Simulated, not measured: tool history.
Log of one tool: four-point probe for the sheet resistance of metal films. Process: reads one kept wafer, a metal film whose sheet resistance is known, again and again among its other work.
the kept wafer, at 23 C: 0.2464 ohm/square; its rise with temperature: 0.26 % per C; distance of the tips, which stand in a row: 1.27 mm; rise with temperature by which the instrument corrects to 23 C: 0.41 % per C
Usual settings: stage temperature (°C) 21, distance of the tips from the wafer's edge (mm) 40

run	hour	stage temperature (°C)	distance of the tips from the wafer's edge (mm)	sheet resistance as the instrument gives it (ohm/square)
1	0.0	21	40	0.246806
2	41.5	21	40	0.246820
3	87.2	21	40	0.246760
4	130.8	21	40	0.246780
5	159.0	20	40	0.247138
6	187.0	20	40	0.247134
7	241.1	21	71	0.246709
8	281.0	21	71	0.246672
9	321.4	21	40	0.246723
10	357.2	21	19	0.247126
11	410.6	21	19	0.247195
12	439.1	21	19	0.247227
13	465.2	21	28	0.246774
14	501.3	21	28	0.246889
15	554.1	21	28	0.246817
16	612.3	21	28	0.246802
17	643.2	21	40	0.246752
18	694.5	21	40	0.246624
19	726.0	21	40	0.246684
20	780.2	21	40	0.246743
21	834.6	21	40	0.246698
22	876.5	21	40	0.246593
23	921.8	33	38	0.242387
24	960.2	33	38	0.242425
25	1019.1	33	38	0.242319
26	1073.1	27	38	0.244476
27	1111.4	28	39	0.244096
28	1166.2	20	18	0.247486
# hour 1172.1: stage's thermometer calibrated
29	1202.2	27	11	0.246153
30	1256.4	29	25	0.243994
31	1311.8	29	9	0.246224
32	1347.0	27	25	0.244645
33	1398.4	26	25	0.245035
34	1424.4	25	72	0.245068
# hour 1440.6: stage's thermometer calibrated, once more
35	1453.0	25	72	0.244770
36	1491.0	18	40	0.247525
37	1523.8	23	6	0.251219
38	1554.8	25	5	0.252991
39	1591.3	25	5	0.252944
40	1631.7	29	57	0.243409
41	1677.6	29	57	0.243309
42	1703.3	19	40	0.247031
43	1762.1	23	36	0.245557
44	1787.5	21	40	0.246189

5 ways to go on from here, each from the tool as it stands after run 44. What would each give?
A	1826.2	19	75	?
B	1826.2	25	26	?
C	1826.2	31	15	?
D	1826.2	20	10	?
E	1826.2	32	22	?

run	sheet resistance as the instrument gives it (ohm/square)
A	0.246866
B	0.245014
C	0.243505
D	0.248759
E	0.242690
Without the tool's hidden state the same runs would have given:
run	sheet resistance as the instrument gives it (ohm/square)
A	0.247845
B	0.245985
C	0.244470
D	0.249744
E	0.243652
